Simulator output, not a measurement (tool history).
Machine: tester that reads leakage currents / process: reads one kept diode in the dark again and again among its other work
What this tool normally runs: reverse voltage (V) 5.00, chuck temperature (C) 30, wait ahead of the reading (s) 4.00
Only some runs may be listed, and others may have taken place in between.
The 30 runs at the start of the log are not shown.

| run | hour | reverse voltage (V) | chuck temperature (C) | wait ahead of the reading (s) | hours of work since the probe card was cleaned | hours of work since the tester was calibrated | hours of work since the chuck was calibrated | current that the tester gives (pA) |
|---|---|---|---|---|---|---|---|---|
| 31 | 4524.0 | 9.50 | 23 | 1.88 | 973 | 299 | 1422 | 185.77 |
| 32 | 4622.5 | 9.50 | 23 | 1.88 | 1022 | 348 | 1471 | 186.07 |
|  | 4725.5 | tester calibrated, once more |
|  | 4777.1 | probe card cleaned and baked |
| 33 | 4837.1 | 9.50 | 23 | 0.86 | 30 | 54 | 1575 | 168.19 |
| 34 | 4999.5 | 5.86 | 41 | 0.59 | 111 | 135 | 1656 | 502.29 |
| 35 | 5212.3 | 13.83 | 41 | 0.59 | 216 | 241 | 1762 | 807.45 |
| 36 | 5383.2 | 11.78 | 44 | 1.34 | 301 | 326 | 1847 | 914.81 |
| 37 | 5524.7 | 10.37 | 29 | 1.34 | 372 | 396 | 1917 | 286.28 |
| 38 | 5673.1 | 2.26 | 30 | 4.00 | 446 | 470 | 1991 | 130.78 |
|  | 5744.4 | chuck's temperature calibrated |
| 39 | 5806.7 | 5.00 | 22 | 1.24 | 511 | 535 | 31 | 118.52 |

What if the next run were any one of these 4? Each begins from the tool's condition after run 39:
| A | 5930.2 | 14.50 | 20 | 2.61 | 572 | 597 | 92 | ? |
| B | 5930.2 | 12.47 | 22 | 1.24 | 572 | 597 | 92 | ? |
| C | 5930.2 | 5.00 | 30 | 0.61 | 572 | 597 | 92 | ? |
| D | 5930.2 | 5.00 | 43 | 0.35 | 572 | 597 | 92 | ? |

| run | current that the tester gives (pA) |
|---|---|
| A | 188.77 |
| B | 202.84 |
| C | 218.23 |
| D | 561.35 |
Take away the tool's hidden state, keep each run's random variation, and the runs would have read:
| run | current that the tester gives (pA) |
|---|---|
| A | 172.94 |
| B | 189.12 |
| C | 212.51 |
| D | 554.90 |
